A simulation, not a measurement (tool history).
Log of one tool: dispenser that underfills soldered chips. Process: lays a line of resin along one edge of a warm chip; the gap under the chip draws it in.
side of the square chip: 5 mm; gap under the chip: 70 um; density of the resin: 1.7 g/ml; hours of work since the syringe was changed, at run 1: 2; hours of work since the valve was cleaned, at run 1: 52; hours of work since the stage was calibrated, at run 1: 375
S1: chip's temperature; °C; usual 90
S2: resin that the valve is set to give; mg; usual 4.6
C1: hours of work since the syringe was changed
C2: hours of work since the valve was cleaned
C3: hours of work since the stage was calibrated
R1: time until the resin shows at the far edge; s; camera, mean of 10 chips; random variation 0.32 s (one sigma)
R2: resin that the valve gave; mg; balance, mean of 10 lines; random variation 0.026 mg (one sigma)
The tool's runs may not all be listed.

| run | hour | S1 | S2 | C1 | C2 | C3 | R1 | R2 |
|---|---|---|---|---|---|---|---|---|
| 1 | 0 | 90 | 4.6 | 2 | 52 | 375 | 13.6 | 4.39 |
|  | 12.6 | new syringe of resin |
| 2 | 13.3 | 90 | 4.6 | 1 | 62 | 385 | 12.4 | 4.33 |
| 3 | 19.7 | 90 | 4.6 | 6 | 67 | 390 | 16.8 | 4.32 |
|  | 28.2 | new syringe of resin |
| 4 | 28.2 | 90 | 5.01 | 0 | 74 | 397 | 10.7 | 4.73 |
| 5 | 38 | 90 | 4.71 | 8 | 81 | 405 | 19.8 | 4.37 |
|  | 43.6 | new syringe of resin |
| 6 | 44.4 | 90 | 4.71 | 1 | 86 | 409 | 11.5 | 4.33 |
| 7 | 52.6 | 90 | 4.71 | 7 | 92 | 416 | 19.9 | 4.31 |
|  | 55.6 | dispensing valve cleaned and set on the balance |
|  | 60.5 | new syringe of resin |
| 8 | 64.5 | 90 | 4.71 | 3 | 7 | 424 | 14.6 | 4.67 |
| 9 | 71.9 | 81 | 5.54 | 9 | 13 | 430 | 33.4 | 5.51 |
|  | 76.7 | new syringe of resin |
| 10 | 85.7 | 100 | 5.27 | 7 | 23 | 441 | 12 | 5.15 |
|  | 92.6 | new syringe of resin |
| 11 | 97.7 | 100 | 5.27 | 4 | 32 | 450 | 10 | 5.14 |
| 12 | 105.4 | 101 | 5.13 | 10 | 38 | 456 | 15.3 | 4.97 |
|  | 108.5 | new syringe of resin |
| 13 | 113.3 | 101 | 5.13 | 4 | 44 | 462 | 9.4 | 4.94 |
|  | 123.8 | new syringe of resin |
| 14 | 125.5 | 90 | 4.77 | 1 | 54 | 471 | 13 | 4.51 |
| 15 | 138.3 | 90 | 4.77 | 11 | 64 | 481 | 27.1 | 4.51 |
|  | 139.6 | new syringe of resin |
| 16 | 149.7 | 84 | 5.66 | 8 | 72 | 490 | 26.6 | 5.28 |

Some steps in R1 between neighbouring runs. How much of each would the tool show without its hidden state too (settings, what came in, random variation), and how much is left for the hidden state, with any gauge scatter that isn't in both results?
The hidden state here: resin's viscosity, % of fresh resin's; dose that the valve gives, % of what is set; true chip temperature over the reading, C; drift of the gauge itself on fill_s, %; drift of the gauge itself on given_mg, %.
Run 9 -> 10: S1 81 -> 100, S2 5.54 -> 5.27, new syringe of resin. R1 -21.4 s: hidden state -12.1, all else -9.3.
Run 14 -> 15: no setting changed, nothing entered. R1 +14.1 s: hidden state +14.3, all else -0.2.
